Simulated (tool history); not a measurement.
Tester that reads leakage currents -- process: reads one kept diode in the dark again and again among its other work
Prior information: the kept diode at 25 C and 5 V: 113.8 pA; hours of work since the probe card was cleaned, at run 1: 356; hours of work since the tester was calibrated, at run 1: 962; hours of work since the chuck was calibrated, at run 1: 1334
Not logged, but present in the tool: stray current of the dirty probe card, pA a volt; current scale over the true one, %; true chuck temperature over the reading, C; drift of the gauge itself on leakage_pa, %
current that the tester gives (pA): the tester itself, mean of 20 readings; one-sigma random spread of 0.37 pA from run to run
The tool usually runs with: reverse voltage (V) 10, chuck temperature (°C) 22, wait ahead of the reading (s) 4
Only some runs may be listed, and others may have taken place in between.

run,day,reverse voltage (V),chuck temperature (°C),wait ahead of the reading (s),hours of work since the probe card was cleaned,hours of work since the tester was calibrated,hours of work since the chuck was calibrated,current that the tester gives (pA)
1,0,10,22,4,356,962,1334,133.19
2,3.088,10,40,4,389,995,1367,472.06
3,6.492,10,40,4,426,1031,1403,476.8
4,9.292,10,40,4,456,1061,1433,473.26
5,11.596,10,40,4,480,1086,1458,477.58
6,14.129,10,40,4,507,1113,1485,478.85
# day 15.708: chuck's temperature calibrated
7,16.662,10,22,4,534,1139,10,124.81
8,19.875,10,22,4,568,1173,45,124.4
9,23.3,10,22,4,605,1210,81,125.16
10,25.588,10,22,1.78,629,1235,106,125.89
11,28.046,10,22,0.35,655,1261,132,131.14
12,30.792,10,22,0.35,685,1290,161,131.3
13,34.267,17.3,26,4.73,722,1327,199,215.21
14,36.542,17.3,26,4.73,746,1352,223,215.97
15,39.712,9,44,0.44,780,1386,257,568.52
16,42.183,4.9,57,1.02,807,1412,283,989.82
17,45.392,2.2,26,0.5,841,1446,318,91.36
18,48.462,3.4,37,4,874,1479,350,237.99
19,51.208,3.4,37,4,903,1509,380,237.57
20,53.8,3.4,37,4,931,1536,408,237.74
21,57.4,3.4,37,4,970,1575,446,238
22,60.892,2.9,39,0.41,1007,1612,483,256.82
23,62.842,1.1,57,4,1028,1633,504,540.43

Describe how what the log doesn't record of the tool's condition differs between the last listed run preceding each entry between runs and the first listed run following it.
In the gap between runs 6 and 7: chuck's temperature calibrated (day 15.708)
  stray current of the dirty probe card, pA a volt: 0.359 -> 0.375; current scale over the true one, %: -0.53 -> -0.54; true chuck temperature over the reading, C: 1.2 -> 0.05
  measured result minus the result with no hidden state, current that the tester gives (pA): +38.05 -> +3.36
